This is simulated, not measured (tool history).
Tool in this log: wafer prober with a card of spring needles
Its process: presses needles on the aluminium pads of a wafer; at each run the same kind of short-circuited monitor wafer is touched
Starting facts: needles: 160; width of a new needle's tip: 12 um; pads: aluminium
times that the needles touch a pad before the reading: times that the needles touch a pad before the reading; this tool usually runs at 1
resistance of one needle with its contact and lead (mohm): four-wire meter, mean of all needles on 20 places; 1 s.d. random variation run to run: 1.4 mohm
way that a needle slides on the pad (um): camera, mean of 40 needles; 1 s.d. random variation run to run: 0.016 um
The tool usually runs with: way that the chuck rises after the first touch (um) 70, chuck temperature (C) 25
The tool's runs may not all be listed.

run	day	way that the chuck rises after the first touch (um)	chuck temperature (C)	times that the needles touch a pad before the reading	resistance of one needle with its contact and lead (mohm)	way that a needle slides on the pad (um)
1	0.000	70	25	1	179	16.82
# day 0.288: tips cleaned on abrasive film
# day 1.308: tips cleaned on abrasive film
2	1.838	64	25	1	184	15.34
# day 2.354: tips cleaned on abrasive film
# day 3.392: tips cleaned on abrasive film
3	3.988	64	25	1	187	15.32
# day 4.388: tips cleaned on abrasive film
4	5.046	70	25	3	138	16.74
# day 5.504: tips cleaned on abrasive film
5	6.400	70	25	3	142	16.72
# day 6.542: tips cleaned on abrasive film
# day 7.629: tips cleaned on abrasive film
6	7.925	71	25	3	133	16.94
# day 8.721: tips cleaned on abrasive film
# day 9.788: tips cleaned on abrasive film
7	10.438	70	25	1	178	16.63
# day 10.783: tips cleaned on abrasive film
# day 11.808: tips cleaned on abrasive film
8	12.379	70	25	1	175	16.63
# day 12.621: height of the first contact set anew
# day 12.938: tips cleaned on abrasive film
# day 14.092: tips cleaned on abrasive film
9	14.867	70	25	1	187	16.58
# day 15.075: tips cleaned on abrasive film
# day 16.112: tips cleaned on abrasive film
10	16.454	79	25	1	150	18.70
# day 17.204: tips cleaned on abrasive film
11	18.000	79	25	1	172	18.66
# day 18.225: tips cleaned on abrasive film
12	19.092	79	25	1	176	18.71
# day 19.300: tips cleaned on abrasive film
# day 20.308: tips cleaned on abrasive film
13	21.083	79	25	1	170	18.66
# day 21.325: tips cleaned on abrasive film
# day 22.304: tips cleaned on abrasive film
14	22.554	79	25	2	134	18.61
# day 23.329: tips cleaned on abrasive film
15	23.775	79	25	2	140	18.59
# day 24.375: tips cleaned on abrasive film
# day 25.400: tips cleaned on abrasive film
16	25.804	50	25	2	180	11.60
# day 26.392: tips cleaned on abrasive film
# day 27.433: tips cleaned on abrasive film
# day 27.829: height of the first contact set anew, once more
17	28.267	81	25	1	169	19.53
# day 28.425: tips cleaned on abrasive film
# day 29.417: tips cleaned on abrasive film
# day 30.467: tips cleaned on abrasive film
18	30.638	81	25	1	137	19.45
# day 31.575: tips cleaned on abrasive film
19	32.000	54	77	1	209	12.97
# day 32.675: tips cleaned on abrasive film
# day 33.717: tips cleaned on abrasive film
20	33.829	54	77	1	159	12.94
# day 34.696: tips cleaned on abrasive film
21	35.233	54	51	3	156	12.92
# day 35.771: tips cleaned on abrasive film
# day 36.829: tips cleaned on abrasive film
22	37.083	55	39	3	142	13.13
# day 37.879: tips cleaned on abrasive film
# day 38.967: tips cleaned on abrasive film
23	39.212	70	50	1	157	16.72
# day 39.971: tips cleaned on abrasive film
# day 41.046: tips cleaned on abrasive film
24	41.050	70	50	1	129	16.69
# day 42.171: tips cleaned on abrasive film
25	43.096	69	67	1	202	16.42
# day 43.338: tips cleaned on abrasive film
# day 44.379: tips cleaned on abrasive film
# day 44.683: height of the first contact set anew
26	44.683	69	61	1	161	16.62
# day 45.375: tips cleaned on abrasive film
# day 46.421: tips cleaned on abrasive film
27	47.200	60	120	1	214	14.40
# day 47.433: tips cleaned on abrasive film
# day 48.538: tips cleaned on abrasive film
28	49.138	60	120	1	205	14.40
# day 49.592: tips cleaned on abrasive film
29	50.162	60	120	1	200	14.39
# day 50.679: tips cleaned on abrasive film
# day 51.733: tips cleaned on abrasive film
30	52.329	60	120	1	201	14.34

Below are 3 alternative next runs, each starting from the tool's condition after run 30. Predict each:
# day 52.892: tips cleaned on abrasive film
# day 53.888: tips cleaned on abrasive film
A	54.571	75	97	1	?	?
# day 52.892: tips cleaned on abrasive film
# day 53.888: tips cleaned on abrasive film
B	54.571	51	107	1	?	?
# day 52.892: tips cleaned on abrasive film
# day 53.888: tips cleaned on abrasive film
C	54.571	77	25	3	?	?

run	resistance of one needle with its contact and lead (mohm)	way that a needle slides on the pad (um)
A	180	17.96
B	237	12.14
C	138	18.43
Without the tool's unlogged condition, the same runs would have read:
run	resistance of one needle with its contact and lead (mohm)	way that a needle slides on the pad (um)
A	126	18.10
B	131	12.28
C	116	18.57

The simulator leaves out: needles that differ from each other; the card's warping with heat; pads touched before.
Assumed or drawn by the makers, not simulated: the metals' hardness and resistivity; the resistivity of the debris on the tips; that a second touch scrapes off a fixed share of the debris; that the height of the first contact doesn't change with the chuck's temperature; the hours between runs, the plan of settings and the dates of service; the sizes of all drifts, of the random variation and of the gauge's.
